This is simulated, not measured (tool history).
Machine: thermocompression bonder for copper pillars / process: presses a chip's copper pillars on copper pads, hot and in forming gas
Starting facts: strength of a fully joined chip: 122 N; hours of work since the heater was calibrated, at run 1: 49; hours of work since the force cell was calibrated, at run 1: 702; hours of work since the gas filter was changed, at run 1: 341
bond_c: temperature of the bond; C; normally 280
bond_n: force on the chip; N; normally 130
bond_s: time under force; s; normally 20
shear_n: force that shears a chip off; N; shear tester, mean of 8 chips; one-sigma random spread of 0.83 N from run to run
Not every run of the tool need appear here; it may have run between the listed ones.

run	hour	bond_c	bond_n	bond_s	hours of work since the heater was calibrated	hours of work since the force cell was calibrated	hours of work since the gas filter was changed	shear_n
1	0	280	130	20	49	702	341	67.9
2	34	280	130	20	69	722	361	66.1
3	66.2	280	130	20	88	741	380	66
# hour 90.3: forming gas filter changed
4	101.7	252	130	20	109	761	7	51.9
5	155.2	252	130	20	140	793	38	51.8
6	185.9	252	130	20	158	811	56	52.3
7	236.7	280	130	20	188	841	86	70.2
8	286.6	280	130	20	217	870	115	72.5
9	319.1	280	186	39	236	889	135	100.1

Run 10 is up next; what results do you expect?
10	344.2	280	185	16	251	904	149	?

{"run 10": {"shear_n": 83.4}}
On a tool with no hidden condition, and with the same random variation, this run would have come out at shear_n 79.5 N.

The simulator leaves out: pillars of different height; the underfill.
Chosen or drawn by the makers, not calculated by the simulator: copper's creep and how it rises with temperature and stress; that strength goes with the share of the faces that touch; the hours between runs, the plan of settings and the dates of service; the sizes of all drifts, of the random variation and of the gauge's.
